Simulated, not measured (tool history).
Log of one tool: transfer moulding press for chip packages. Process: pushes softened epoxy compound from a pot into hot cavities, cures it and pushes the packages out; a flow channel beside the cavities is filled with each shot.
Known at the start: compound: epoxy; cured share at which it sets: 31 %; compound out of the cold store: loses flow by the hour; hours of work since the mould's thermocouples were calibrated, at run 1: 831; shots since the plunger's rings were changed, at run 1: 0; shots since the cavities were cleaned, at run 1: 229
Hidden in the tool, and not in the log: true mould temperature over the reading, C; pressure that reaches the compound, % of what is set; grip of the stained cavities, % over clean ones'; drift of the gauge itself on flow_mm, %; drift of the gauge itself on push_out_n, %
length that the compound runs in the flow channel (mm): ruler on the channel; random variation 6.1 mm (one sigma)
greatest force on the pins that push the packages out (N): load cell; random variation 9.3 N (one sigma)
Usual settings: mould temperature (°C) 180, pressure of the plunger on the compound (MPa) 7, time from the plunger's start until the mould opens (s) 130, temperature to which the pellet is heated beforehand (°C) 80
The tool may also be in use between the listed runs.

run	day	mould temperature (°C)	pressure of the plunger on the compound (MPa)	time from the plunger's start until the mould opens (s)	temperature to which the pellet is heated beforehand (°C)	hours of work since the mould's thermocouples were calibrated	shots since the plunger's rings were changed	shots since the cavities were cleaned	incoming compound's hours out of the cold store	length that the compound runs in the flow channel (mm)	greatest force on the pins that push the packages out (N)
1	0	180	7	130	80	831	0	229	13.5	750	620
# day 2.067: cavities cleaned with cleaning compound and waxed
2	2.25	180	7	130	77	853	322	27	37.3	706	434
# day 5.792: cavities cleaned with cleaning compound and waxed
3	5.879	180	7	130	80	889	846	13	26.7	719	424
# day 7.146: mould's thermocouples calibrated
4	7.812	178	7	130	80	7	1118	285	13.8	754	813
# day 9.708: cavities cleaned with cleaning compound and waxed
5	11.283	178	7	130	80	42	1618	232	46.1	689	740
# day 13.379: cavities cleaned with cleaning compound and waxed
6	14.346	178	7	130	80	72	2059	142	17.2	720	671
# day 17.121: cavities cleaned with cleaning compound and waxed
7	17.938	180	7	130	80	108	2577	120	43	665	563
8	20.45	180	7	130	80	134	2947	490	21.8	701	754
# day 20.788: cavities cleaned with cleaning compound and waxed
9	22.425	180	7	130	80	153	3227	240	27.3	675	662
# day 24.592: cavities cleaned with cleaning compound and waxed
10	26.412	180	7	130	80	194	3804	268	40.3	659	678
# day 28.175: cavities cleaned with cleaning compound and waxed
11	28.471	180	7	130	80	214	4097	43	23.2	674	469
# day 31.829: cavities cleaned with cleaning compound and waxed
12	32.3	180	7	130	82	252	4650	69	34.9	647	512
13	34.283	180	7	130	80	273	4942	361	14.5	689	747
# day 35.546: cavities cleaned with cleaning compound and waxed
14	37.608	180	7	130	80	306	5421	303	36.7	642	687
# day 39.254: cavities cleaned with cleaning compound and waxed
15	40.738	180	7	130	80	337	5872	218	44	620	656
# day 43.1: plunger's sealing rings changed
# day 43.162: cavities cleaned with cleaning compound and waxed
16	43.858	183	7	130	80	367	102	102	27.4	719	522
# day 46.792: cavities cleaned with cleaning compound and waxed
17	46.979	180	6.67	130	80	399	552	28	43.1	670	446
# day 50.662: cavities cleaned with cleaning compound and waxed
18	51.092	188	6.67	144	80	440	1147	63	34.9	657	430
19	52.775	188	6.67	144	80	457	1394	310	27.9	662	579
# day 54.342: cavities cleaned with cleaning compound and waxed
20	55.838	180	7	130	85	488	1835	220	13	725	673
# day 58.008: cavities cleaned with cleaning compound and waxed
21	58.008	180	6.51	130	84	509	2144	0	19.5	681	427
# day 61.833: cavities cleaned with cleaning compound and waxed
22	61.888	180	6.51	130	84	548	2705	8	26.5	671	428
# day 65.579: cavities cleaned with cleaning compound and waxed
23	65.579	180	6.51	130	84	585	3238	0	38.7	631	424
24	68.433	174	6.51	158	77	614	3657	419	12.4	702	750
# day 69.421: cavities cleaned with cleaning compound and waxed
25	72.354	174	8.26	158	77	654	4224	431	47.6	717	743
# day 73.242: cavities cleaned with cleaning compound and waxed
26	74.188	176	7.29	158	84	672	4484	139	11.4	718	531
# day 76.883: cavities cleaned with cleaning compound and waxed
27	76.883	180	8.13	170	80	699	4871	0	41.6	690	355

Measured less the same run without the tool's hidden state. The same run-to-run variation is in both; the gauge's scatter may not be:
run	length that the compound runs in the flow channel (mm)	greatest force on the pins that push the packages out (N)
1	-7	+195
2	-11	+14
3	-19	+6
4	-16	+322
5	-20	+269
6	-28	+195
7	-33	+143
8	-41	+351
9	-43	+227
10	-51	+265
11	-57	+46
12	-63	+95
13	-71	+315
14	-74	+282
15	-80	+217
16	-4	+126
17	-10	+37
18	-17	+72
19	-21	+237
20	-30	+232
21	-32	+2
22	-39	+9
23	-45	-8
24	-57	+311
25	-67	+306
26	-73	+122
27	-77	+0
